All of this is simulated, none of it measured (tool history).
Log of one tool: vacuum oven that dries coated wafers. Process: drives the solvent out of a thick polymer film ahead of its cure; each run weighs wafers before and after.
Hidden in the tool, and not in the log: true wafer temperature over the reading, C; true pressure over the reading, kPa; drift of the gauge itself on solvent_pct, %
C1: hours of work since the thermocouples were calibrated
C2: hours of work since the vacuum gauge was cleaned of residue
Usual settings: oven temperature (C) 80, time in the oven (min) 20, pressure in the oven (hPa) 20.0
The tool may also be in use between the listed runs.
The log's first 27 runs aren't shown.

run 28 hour=541.1 | oven_temperature_(C)=91 time_in_the_oven_(min)=30 pressure_in_the_oven_(hPa)=44.7 | C1=378 C2=473 | solvent_left_in_the_film_(%)=2.72
run 29 hour=553.1 | oven_temperature_(C)=91 time_in_the_oven_(min)=14 pressure_in_the_oven_(hPa)=70.1 | C1=385 C2=480 | solvent_left_in_the_film_(%)=4.37
run 30 hour=573.9 | oven_temperature_(C)=91 time_in_the_oven_(min)=14 pressure_in_the_oven_(hPa)=70.1 | C1=399 C2=494 | solvent_left_in_the_film_(%)=4.47
run 31 hour=584.9 | oven_temperature_(C)=91 time_in_the_oven_(min)=14 pressure_in_the_oven_(hPa)=70.1 | C1=406 C2=501 | solvent_left_in_the_film_(%)=4.41
run 32 hour=597.7 | oven_temperature_(C)=82 time_in_the_oven_(min)=28 pressure_in_the_oven_(hPa)=10.1 | C1=415 C2=510 | solvent_left_in_the_film_(%)=0.93
run 33 hour=608.8 | oven_temperature_(C)=77 time_in_the_oven_(min)=20 pressure_in_the_oven_(hPa)=63.9 | C1=422 C2=517 | solvent_left_in_the_film_(%)=7.22
run 34 hour=621.4 | oven_temperature_(C)=77 time_in_the_oven_(min)=28 pressure_in_the_oven_(hPa)=28.7 | C1=430 C2=525 | solvent_left_in_the_film_(%)=3.28
run 35 hour=644.4 | oven_temperature_(C)=68 time_in_the_oven_(min)=28 pressure_in_the_oven_(hPa)=28.7 | C1=445 C2=540 | solvent_left_in_the_film_(%)=5.53
run 36 hour=658.4 | oven_temperature_(C)=68 time_in_the_oven_(min)=28 pressure_in_the_oven_(hPa)=28.7 | C1=454 C2=549 | solvent_left_in_the_film_(%)=5.40
run 37 hour=685.3 | oven_temperature_(C)=75 time_in_the_oven_(min)=26 pressure_in_the_oven_(hPa)=19.9 | C1=472 C2=567 | solvent_left_in_the_film_(%)=2.81
run 38 hour=699.4 | oven_temperature_(C)=85 time_in_the_oven_(min)=31 pressure_in_the_oven_(hPa)=28.2 | C1=481 C2=576 | solvent_left_in_the_film_(%)=2.18
run 39 hour=710.6 | oven_temperature_(C)=85 time_in_the_oven_(min)=31 pressure_in_the_oven_(hPa)=28.2 | C1=488 C2=583 | solvent_left_in_the_film_(%)=2.15
run 40 hour=736.7 | oven_temperature_(C)=80 time_in_the_oven_(min)=20 pressure_in_the_oven_(hPa)=15.1 | C1=505 C2=600 | solvent_left_in_the_film_(%)=1.90
run 41 hour=761.3 | oven_temperature_(C)=88 time_in_the_oven_(min)=15 pressure_in_the_oven_(hPa)=74.5 | C1=522 C2=617 | solvent_left_in_the_film_(%)=5.25
run 42 hour=781.9 | oven_temperature_(C)=67 time_in_the_oven_(min)=13 pressure_in_the_oven_(hPa)=29.7 | C1=535 C2=630 | solvent_left_in_the_film_(%)=8.50
run 43 hour=798.2 | oven_temperature_(C)=72 time_in_the_oven_(min)=16 pressure_in_the_oven_(hPa)=19.3 | C1=546 C2=641 | solvent_left_in_the_film_(%)=4.95
run 44 hour=815.8 | oven_temperature_(C)=80 time_in_the_oven_(min)=20 pressure_in_the_oven_(hPa)=31.0 | C1=557 C2=652 | solvent_left_in_the_film_(%)=3.49
run 45 hour=840.4 | oven_temperature_(C)=93 time_in_the_oven_(min)=13 pressure_in_the_oven_(hPa)=31.0 | C1=573 C2=668 | solvent_left_in_the_film_(%)=1.89
run 46 hour=864.3 | oven_temperature_(C)=73 time_in_the_oven_(min)=13 pressure_in_the_oven_(hPa)=61.7 | C1=589 C2=684 | solvent_left_in_the_film_(%)=9.33

Forecast each of these 5 alternatives for the next run:
run A hour=880.1 | oven_temperature_(C)=73 time_in_the_oven_(min)=13 pressure_in_the_oven_(hPa)=14.1 | C1=599 C2=694 | solvent_left_in_the_film_(%)=?
run B hour=880.1 | oven_temperature_(C)=77 time_in_the_oven_(min)=29 pressure_in_the_oven_(hPa)=13.2 | C1=599 C2=694 | solvent_left_in_the_film_(%)=?
run C hour=880.1 | oven_temperature_(C)=70 time_in_the_oven_(min)=13 pressure_in_the_oven_(hPa)=50.3 | C1=599 C2=694 | solvent_left_in_the_film_(%)=?
run D hour=880.1 | oven_temperature_(C)=93 time_in_the_oven_(min)=20 pressure_in_the_oven_(hPa)=26.5 | C1=599 C2=694 | solvent_left_in_the_film_(%)=?
run E hour=880.1 | oven_temperature_(C)=80 time_in_the_oven_(min)=33 pressure_in_the_oven_(hPa)=20.0 | C1=599 C2=694 | solvent_left_in_the_film_(%)=?

run=A solvent_left_in_the_film_(%)=4.93
run=B solvent_left_in_the_film_(%)=1.55
run=C solvent_left_in_the_film_(%)=9.67
run=D solvent_left_in_the_film_(%)=1.56
run=E solvent_left_in_the_film_(%)=1.99
Without the tool's hidden state the same runs would have given:
run=A solvent_left_in_the_film_(%)=4.92
run=B solvent_left_in_the_film_(%)=1.55
run=C solvent_left_in_the_film_(%)=9.66
run=D solvent_left_in_the_film_(%)=1.55
run=E solvent_left_in_the_film_(%)=1.99
